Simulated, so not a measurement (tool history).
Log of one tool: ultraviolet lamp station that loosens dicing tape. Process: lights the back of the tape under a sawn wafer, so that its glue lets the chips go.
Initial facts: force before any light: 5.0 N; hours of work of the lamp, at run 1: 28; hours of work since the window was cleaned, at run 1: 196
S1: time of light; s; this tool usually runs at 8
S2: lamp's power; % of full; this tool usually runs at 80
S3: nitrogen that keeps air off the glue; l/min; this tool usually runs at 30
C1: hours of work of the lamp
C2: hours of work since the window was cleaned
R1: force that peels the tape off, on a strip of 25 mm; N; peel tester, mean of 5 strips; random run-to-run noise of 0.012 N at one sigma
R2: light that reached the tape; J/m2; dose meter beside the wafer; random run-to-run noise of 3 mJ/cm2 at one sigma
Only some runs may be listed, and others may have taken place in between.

Run 1, hour 0.0: usual settings; C1 28; C2 196. Result: R1 0.614 N, R2 4170 J/m2.
Run 2, hour 9.2: usual settings; C1 35; C2 202. Result: R1 0.617 N, R2 4150 J/m2.
Run 3, hour 22.2: usual settings but S3 10 l/min; C1 43; C2 211. Result: R1 1.260 N, R2 4050 J/m2.
Run 4, hour 39.3: usual settings but S3 10 l/min; C1 55; C2 223. Result: R1 1.240 N, R2 4050 J/m2.
Run 5, hour 56.9: usual settings; C1 67; C2 235. Result: R1 0.616 N, R2 4020 J/m2.
At hour 70.3: window cleaned of glue's vapour.
Run 6, hour 75.8: usual settings but S3 22 l/min; C1 80; C2 4. Result: R1 0.714 N, R2 4360 J/m2.
Run 7, hour 94.2: usual settings but S2 62 % of full; C1 92; C2 16. Result: R1 0.862 N, R2 3360 J/m2.
Run 8, hour 103.9: usual settings but S2 62 % of full; C1 99; C2 23. Result: R1 0.875 N, R2 3310 J/m2.
Run 9, hour 118.0: usual settings; C1 108; C2 32. Result: R1 0.586 N, R2 4300 J/m2.
Run 10, hour 128.5: usual settings; C1 115; C2 40. Result: R1 0.585 N, R2 4250 J/m2.
Run 11, hour 137.4: usual settings but S2 82 % of full; C1 121; C2 46. Result: R1 0.558 N, R2 4310 J/m2.
Run 12, hour 152.6: usual settings but S2 82 % of full; C1 132; C2 56. Result: R1 0.551 N, R2 4280 J/m2.
Run 13, hour 165.4: usual settings; C1 140; C2 64. Result: R1 0.604 N, R2 4130 J/m2.
Run 14, hour 179.8: usual settings but S3 23 l/min; C1 150; C2 74. Result: R1 0.720 N, R2 4120 J/m2.
Run 15, hour 194.8: usual settings but S3 23 l/min; C1 160; C2 84. Result: R1 0.746 N, R2 4120 J/m2.
Run 16, hour 209.7: usual settings but S2 64 % of full; C1 170; C2 95. Result: R1 0.925 N, R2 3290 J/m2.
Run 17, hour 226.4: usual settings; C1 182; C2 106. Result: R1 0.624 N, R2 4080 J/m2.
Run 18, hour 239.9: usual settings but S1 15 s; C1 191; C2 115. Result: R1 0.195 N, R2 7640 J/m2.
Run 19, hour 248.2: usual settings but S1 15 s; C1 196; C2 121. Result: R1 0.203 N, R2 7590 J/m2.
Run 20, hour 258.5: usual settings but S1 15 s; C1 203; C2 128. Result: R1 0.194 N, R2 7630 J/m2.
Run 21, hour 266.4: usual settings but S1 15 s; C1 209; C2 133. Result: R1 0.209 N, R2 7530 J/m2.
Run 22, hour 277.7: usual settings but S1 15 s; C1 216; C2 141. Result: R1 0.202 N, R2 7550 J/m2.
Run 23, hour 291.5: usual settings but S1 6 s, S2 63 % of full, S3 12 l/min; C1 226; C2 150. Result: R1 2.082 N, R2 2340 J/m2.
Run 24, hour 306.2: usual settings but S2 89 % of full; C1 236; C2 160. Result: R1 0.536 N, R2 4420 J/m2.
Run 25, hour 318.4: usual settings but S2 89 % of full; C1 244; C2 168. Result: R1 0.557 N, R2 4380 J/m2.
Run 26, hour 329.3: usual settings but S2 75 % of full; C1 251; C2 176. Result: R1 0.767 N, R2 3670 J/m2.
Run 27, hour 347.1: usual settings but S1 9 s, S2 83 % of full, S3 41 l/min; C1 263; C2 188. Result: R1 0.425 N, R2 4500 J/m2.
Run 28, hour 365.5: usual settings but S1 4 s, S3 22 l/min; C1 276; C2 200. Result: R1 1.986 N, R2 1960 J/m2.
Run 29, hour 373.4: usual settings but S1 4 s, S3 22 l/min; C1 281; C2 206. Result: R1 1.998 N, R2 1960 J/m2.
Run 30, hour 383.3: usual settings but S1 6 s, S2 70 % of full, S3 22 l/min; C1 288; C2 212. Result: R1 1.530 N, R2 2490 J/m2.
Run 31, hour 393.7: usual settings but S1 16 s, S3 22 l/min; C1 295; C2 219. Result: R1 0.232 N, R2 7700 J/m2.
Run 32, hour 402.9: usual settings but S1 16 s, S3 22 l/min; C1 301; C2 226. Result: R1 0.246 N, R2 7620 J/m2.
Run 33, hour 416.2: usual settings but S1 14 s, S3 22 l/min; C1 310; C2 235. Result: R1 0.317 N, R2 6600 J/m2.
At hour 429.6: window cleaned of glue's vapour.
Run 34, hour 431.4: usual settings but S1 14 s, S2 60 % of full, S3 22 l/min; C1 320; C2 1. Result: R1 0.478 N, R2 5340 J/m2.
Run 35, hour 441.7: usual settings but S1 6 s, S2 98 % of full, S3 17 l/min; C1 327; C2 8. Result: R1 1.078 N, R2 3700 J/m2.
Run 36, hour 457.9: usual settings but S1 10 s, S2 87 % of full, S3 10 l/min; C1 338; C2 19. Result: R1 0.837 N, R2 5490 J/m2.
Run 37, hour 475.9: usual settings but S1 10 s, S2 87 % of full, S3 10 l/min; C1 351; C2 31. Result: R1 0.837 N, R2 5360 J/m2.
Run 38, hour 494.1: usual settings but S1 10 s, S2 87 % of full, S3 10 l/min; C1 363; C2 44. Result: R1 0.823 N, R2 5360 J/m2.
Run 39, hour 507.5: usual settings but S1 10 s, S2 87 % of full, S3 10 l/min; C1 372; C2 53. Result: R1 0.861 N, R2 5330 J/m2.
Run 40, hour 525.2: usual settings but S1 12 s, S2 62 % of full, S3 26 l/min; C1 384; C2 65. Result: R1 0.564 N, R2 4550 J/m2.
Run 41, hour 536.5: usual settings but S1 11 s, S2 67 % of full, S3 35 l/min; C1 392; C2 72. Result: R1 0.504 N, R2 4500 J/m2.
Run 42, hour 552.1: usual settings but S1 11 s, S2 67 % of full, S3 35 l/min; C1 402; C2 83. Result: R1 0.480 N, R2 4450 J/m2.
Run 43, hour 565.1: usual settings but S1 11 s, S2 67 % of full, S3 35 l/min; C1 411; C2 92. Result: R1 0.489 N, R2 4400 J/m2.

Consider 3 possible next runs. They are alternatives, not a sequence: every one starts from the tool as it was left by run 43. What does each give?
Run A, hour 581.5: usual settings but S1 6 s, S2 63 % of full; C1 422; C2 103. Result: R1 ?, R2 ?.
Run B, hour 581.5: usual settings but S3 28 l/min; C1 422; C2 103. Result: R1 ?, R2 ?.
Run C, hour 581.5: usual settings but S3 38 l/min; C1 422; C2 103. Result: R1 ?, R2 ?.

run     R1    R2
  A  1.541  2250
  B  0.745  3810
  C  0.595  3840
Stripped of hidden state, with their random variation kept, the same runs would have yielded:
run     R1    R2
  A  1.270  2630
  B  0.563  4450
  C  0.444  4480

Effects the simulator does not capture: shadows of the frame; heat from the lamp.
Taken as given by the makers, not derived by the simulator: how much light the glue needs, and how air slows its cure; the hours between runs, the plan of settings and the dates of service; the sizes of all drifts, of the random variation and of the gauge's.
